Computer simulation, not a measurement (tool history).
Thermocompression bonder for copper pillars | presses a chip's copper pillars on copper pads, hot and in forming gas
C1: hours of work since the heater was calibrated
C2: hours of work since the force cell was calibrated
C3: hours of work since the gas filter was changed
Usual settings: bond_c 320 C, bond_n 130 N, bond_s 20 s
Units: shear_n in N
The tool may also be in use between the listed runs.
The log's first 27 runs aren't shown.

{"run": 28, "hour": 967.6, "bond_c": 316, "bond_n": 90, "bond_s": 44, "C1": 705, "C2": 542, "C3": 37, "shear_n": 37.2}
{"run": 29, "hour": 999.9, "bond_c": 316, "bond_n": 90, "bond_s": 44, "C1": 719, "C2": 556, "C3": 51, "shear_n": 36.5}
{"run": 30, "hour": 1038.5, "bond_c": 316, "bond_n": 90, "bond_s": 44, "C1": 736, "C2": 572, "C3": 68, "shear_n": 36.2}
{"run": 31, "hour": 1084.5, "bond_c": 316, "bond_n": 90, "bond_s": 44, "C1": 755, "C2": 592, "C3": 87, "shear_n": 35.3}
{"run": 32, "hour": 1121.4, "bond_c": 305, "bond_n": 100, "bond_s": 44, "C1": 771, "C2": 607, "C3": 103, "shear_n": 35.6}
{"hour": 1155.1, "done": "forming gas filter changed"}
{"run": 33, "hour": 1155.1, "bond_c": 305, "bond_n": 100, "bond_s": 44, "C1": 785, "C2": 622, "C3": 0, "shear_n": 38}
{"run": 34, "hour": 1199.3, "bond_c": 345, "bond_n": 142, "bond_s": 14, "C1": 804, "C2": 640, "C3": 19, "shear_n": 52}
{"run": 35, "hour": 1242.1, "bond_c": 320, "bond_n": 190, "bond_s": 20, "C1": 822, "C2": 659, "C3": 37, "shear_n": 59.9}
{"run": 36, "hour": 1285.2, "bond_c": 329, "bond_n": 92, "bond_s": 18, "C1": 841, "C2": 677, "C3": 55, "shear_n": 30.6}
{"run": 37, "hour": 1308.9, "bond_c": 296, "bond_n": 94, "bond_s": 20, "C1": 851, "C2": 687, "C3": 66, "shear_n": 22.6}
{"run": 38, "hour": 1352.6, "bond_c": 296, "bond_n": 94, "bond_s": 20, "C1": 869, "C2": 706, "C3": 84, "shear_n": 22.1}
{"run": 39, "hour": 1393.0, "bond_c": 332, "bond_n": 89, "bond_s": 10, "C1": 887, "C2": 723, "C3": 101, "shear_n": 23.4}

Run 40 comes next. What will it give?
{"run": 40, "hour": 1424.2, "bond_c": 332, "bond_n": 89, "bond_s": 50, "C1": 900, "C2": 736, "C3": 115, "shear_n": "?"}

shear_n: 41.8 N
Without the tool's hidden state the same run would have given shear_n 46.2 N.

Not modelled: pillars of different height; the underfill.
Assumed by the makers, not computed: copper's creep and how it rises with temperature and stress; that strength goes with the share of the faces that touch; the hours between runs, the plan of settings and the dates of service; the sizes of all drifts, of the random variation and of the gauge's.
